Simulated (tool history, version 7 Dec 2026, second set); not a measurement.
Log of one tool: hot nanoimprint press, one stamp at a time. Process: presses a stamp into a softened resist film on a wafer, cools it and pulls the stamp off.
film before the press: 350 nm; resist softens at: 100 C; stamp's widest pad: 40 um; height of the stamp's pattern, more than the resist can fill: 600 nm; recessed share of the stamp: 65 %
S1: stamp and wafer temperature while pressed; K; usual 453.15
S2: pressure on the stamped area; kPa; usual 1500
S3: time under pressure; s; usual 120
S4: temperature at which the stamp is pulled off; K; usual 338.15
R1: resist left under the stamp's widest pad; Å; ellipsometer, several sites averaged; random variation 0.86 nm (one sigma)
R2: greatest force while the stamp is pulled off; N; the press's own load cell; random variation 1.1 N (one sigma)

| run | day | S1 | S2 | S3 | S4 | R1 | R2 |
|---|---|---|---|---|---|---|---|
| 1 | 0.000 | 453.15 | 1500 | 120 | 338.15 | 1556 | 103 |
| 2 | 0.354 | 453.15 | 1500 | 120 | 338.15 | 1561 | 103 |
| 3 | 0.892 | 453.15 | 1500 | 120 | 338.15 | 1568 | 104 |
| 4 | 1.517 | 453.15 | 1500 | 120 | 338.15 | 1565 | 103 |
| 5 | 1.825 | 454.15 | 1500 | 120 | 338.15 | 1506 | 105 |
| 6 | 2.225 | 454.15 | 1500 | 120 | 338.15 | 1499 | 102 |
| 7 | 2.829 | 453.15 | 1790 | 120 | 338.15 | 1432 | 102 |
| 8 | 3.367 | 453.15 | 1790 | 120 | 338.15 | 1435 | 103 |
| 9 | 3.988 | 447.15 | 1500 | 120 | 338.15 | 1855 | 102 |
| 10 | 4.454 | 447.15 | 1500 | 120 | 338.15 | 1830 | 103 |
| 11 | 4.721 | 453.15 | 1500 | 120 | 338.15 | 1524 | 103 |
| 12 | 5.238 | 453.15 | 1500 | 120 | 338.15 | 1537 | 105 |
| 13 | 5.833 | 453.15 | 1500 | 120 | 333.15 | 1521 | 111 |
| 14 | 6.250 | 453.15 | 1500 | 120 | 333.15 | 1543 | 110 |
| 15 | 6.608 | 453.15 | 1500 | 120 | 333.15 | 1540 | 110 |
| 16 | 6.983 | 453.15 | 1150 | 220 | 333.15 | 1316 | 110 |
| 17 | 7.517 | 461.15 | 1950 | 78 | 338.15 | 1293 | 102 |
| 18 | 7.958 | 461.15 | 1950 | 102 | 330.15 | 1135 | 113 |
| 19 | 8.525 | 459.15 | 1970 | 233 | 344.15 | 828 | 94 |
| 20 | 8.975 | 459.15 | 1970 | 233 | 344.15 | 847 | 97 |
| 21 | 9.279 | 459.15 | 1970 | 233 | 344.15 | 849 | 94 |
| 22 | 9.900 | 443.15 | 1190 | 60 | 338.15 | 2669 | 102 |
| 23 | 10.538 | 443.15 | 1190 | 157 | 338.15 | 2053 | 103 |
| 24 | 10.962 | 454.15 | 1290 | 152 | 330.15 | 1447 | 115 |
| 25 | 11.667 | 454.15 | 1290 | 152 | 330.15 | 1449 | 110 |
| 26 | 12.204 | 459.15 | 1150 | 88 | 330.15 | 1638 | 114 |
| 27 | 12.808 | 459.15 | 1590 | 88 | 346.15 | 1439 | 94 |
| 28 | 13.288 | 453.15 | 1500 | 136 | 338.15 | 1448 | 105 |
| 29 | 13.662 | 446.15 | 930 | 136 | 330.15 | 2112 | 115 |
| 30 | 14.133 | 452.15 | 1200 | 197 | 337.15 | 1424 | 104 |

Not shown: 2 entries that the log had between the listed runs. Between which runs, and how does the tool's hidden state differ before and after?
Between runs 19 and 20: gauge calibrated (day 8.688)
  drift of the gauge itself on residual_nm, %: -2.86 -> -0.1
  measured less the result without the state, R1: -25 -> -1 Å
Between runs 24 and 25: stamp cleaned and given a new release coat (day 11.483)
  grip of the stamp's worn release coat, % over a new coat's: 0.3 -> 0; drift of the gauge itself on residual_nm, %: -0.76 -> -0.92
  measured less the result without the state, R1: -13 -> -15 Å
